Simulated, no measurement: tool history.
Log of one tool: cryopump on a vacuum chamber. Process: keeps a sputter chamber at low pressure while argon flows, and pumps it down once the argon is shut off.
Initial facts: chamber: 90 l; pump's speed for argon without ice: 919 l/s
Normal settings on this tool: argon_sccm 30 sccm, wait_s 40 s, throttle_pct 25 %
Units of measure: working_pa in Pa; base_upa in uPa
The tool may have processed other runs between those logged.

run,hour,argon_sccm,wait_s,throttle_pct,working_pa,base_upa
1,0.0,30,40,25,0.2284,4.67
2,20.6,30,40,25,0.2275,4.54
3,35.2,30,40,25,0.2289,4.49
4,50.5,17,40,25,0.1288,4.73
5,63.0,17,40,25,0.1285,4.66
6,80.5,39,40,25,0.2974,4.78
7,97.9,39,40,25,0.2950,4.68
8,110.7,39,40,25,0.2963,4.74
9,120.6,39,40,25,0.2973,4.85
10,133.0,39,40,25,0.2950,4.75
11,148.6,39,40,25,0.2970,4.97
12,163.2,39,40,25,0.2978,4.94
13,175.2,39,40,25,0.2989,4.90
14,186.5,39,40,25,0.2976,5.05
15,200.6,39,40,25,0.2975,4.95
16,219.8,30,40,25,0.2296,4.90
17,236.2,30,40,25,0.2283,5.05
18,254.9,19,183,25,0.1460,2.74
19,270.6,30,58,25,0.2301,4.05
20,279.3,43,288,15,0.5471,2.48
21,287.6,16,48,45,0.0708,4.63
22,306.3,43,165,38,0.2225,3.04
23,317.8,30,70,15,0.3758,3.95
24,334.5,16,210,21,0.1450,2.85
25,353.6,16,36,21,0.1455,5.72
26,369.8,60,37,54,0.2277,5.57
27,379.9,12,40,40,0.0590,5.38
28,398.9,12,40,40,0.0600,5.29
29,410.3,12,40,40,0.0593,5.61
30,426.6,24,133,25,0.1856,3.37
31,440.7,53,40,17,0.5913,5.66
32,455.6,53,40,17,0.5930,5.58
33,464.7,53,40,17,0.5969,5.73

Below are 3 alternative next runs, each starting from the tool's condition after run 33. Predict each:
A,475.8,18,34,26,?,?
B,475.8,30,55,25,?,?
C,475.8,53,119,19,?,?

run,working_pa,base_upa
A,0.1344,6.31
B,0.2333,4.87
C,0.5391,3.61
Stripped of hidden state, with their random variation kept, the same runs would have yielded:
run,working_pa,base_upa
A,0.1269,4.01
B,0.2208,2.59
C,0.5168,1.36
